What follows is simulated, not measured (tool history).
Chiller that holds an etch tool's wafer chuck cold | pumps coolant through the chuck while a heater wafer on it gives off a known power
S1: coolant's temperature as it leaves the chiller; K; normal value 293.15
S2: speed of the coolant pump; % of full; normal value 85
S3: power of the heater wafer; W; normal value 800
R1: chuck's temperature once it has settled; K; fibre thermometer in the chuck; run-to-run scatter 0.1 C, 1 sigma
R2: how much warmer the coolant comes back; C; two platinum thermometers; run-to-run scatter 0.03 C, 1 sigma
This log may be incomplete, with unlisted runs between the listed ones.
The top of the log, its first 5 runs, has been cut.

{"run": 6, "hour": 815.9, "S1": 293.15, "S2": 85, "S3": 800, "R1": 298.45, "R2": 1.91}
{"run": 7, "hour": 922.5, "S1": 293.15, "S2": 85, "S3": 1037, "R1": 300.15, "R2": 2.51}
{"run": 8, "hour": 1092.0, "S1": 293.15, "S2": 85, "S3": 633, "R1": 297.55, "R2": 1.48}
{"run": 9, "hour": 1316.3, "S1": 293.15, "S2": 85, "S3": 633, "R1": 297.35, "R2": 1.57}
{"run": 10, "hour": 1506.4, "S1": 293.15, "S2": 85, "S3": 633, "R1": 297.45, "R2": 1.51}
{"run": 11, "hour": 1656.5, "S1": 293.15, "S2": 76, "S3": 800, "R1": 299.25, "R2": 2.22}
{"run": 12, "hour": 1876.7, "S1": 300.15, "S2": 85, "S3": 800, "R1": 305.65, "R2": 1.98}
{"run": 13, "hour": 2086.5, "S1": 300.15, "S2": 85, "S3": 800, "R1": 305.75, "R2": 1.99}
{"run": 14, "hour": 2227.8, "S1": 300.15, "S2": 85, "S3": 800, "R1": 305.75, "R2": 1.93}
{"run": 15, "hour": 2373.5, "S1": 300.15, "S2": 85, "S3": 800, "R1": 305.85, "R2": 1.96}
{"run": 16, "hour": 2504.1, "S1": 302.15, "S2": 69, "S3": 800, "R1": 309.05, "R2": 2.56}
{"run": 17, "hour": 2666.3, "S1": 302.15, "S2": 69, "S3": 800, "R1": 308.95, "R2": 2.52}
{"run": 18, "hour": 2866.2, "S1": 289.15, "S2": 74, "S3": 800, "R1": 295.75, "R2": 2.38}
{"hour": 3030.6, "done": "chiller's thermometer calibrated"}
{"run": 19, "hour": 3030.6, "S1": 293.15, "S2": 85, "S3": 713, "R1": 298.85, "R2": 1.77}
{"run": 20, "hour": 3176.2, "S1": 293.15, "S2": 80, "S3": 713, "R1": 299.45, "R2": 1.9}
{"run": 21, "hour": 3391.8, "S1": 293.15, "S2": 80, "S3": 713, "R1": 299.15, "R2": 1.95}
{"run": 22, "hour": 3578.0, "S1": 291.15, "S2": 80, "S3": 1099, "R1": 300.65, "R2": 3.02}
{"run": 23, "hour": 3746.8, "S1": 291.15, "S2": 100, "S3": 1099, "R1": 299.15, "R2": 2.4}
{"hour": 3899.1, "done": "coolant pump overhauled"}
{"run": 24, "hour": 3962.3, "S1": 291.15, "S2": 100, "S3": 1099, "R1": 297.45, "R2": 1.86}
{"run": 25, "hour": 4183.9, "S1": 293.15, "S2": 83, "S3": 790, "R1": 298.65, "R2": 1.66}
{"run": 26, "hour": 4331.8, "S1": 293.15, "S2": 85, "S3": 891, "R1": 299.15, "R2": 1.85}

Run 27, settings as shown, results not yet in. Your forecast:
{"run": 27, "hour": 4501.9, "S1": 296.15, "S2": 71, "S3": 891, "R1": "?", "R2": "?"}

{"run 27": {"R1": 303.25, "R2": 2.25}}
The same run, on a tool lacking any hidden state, would have yielded R1 302.65 K, R2 2.22 C.
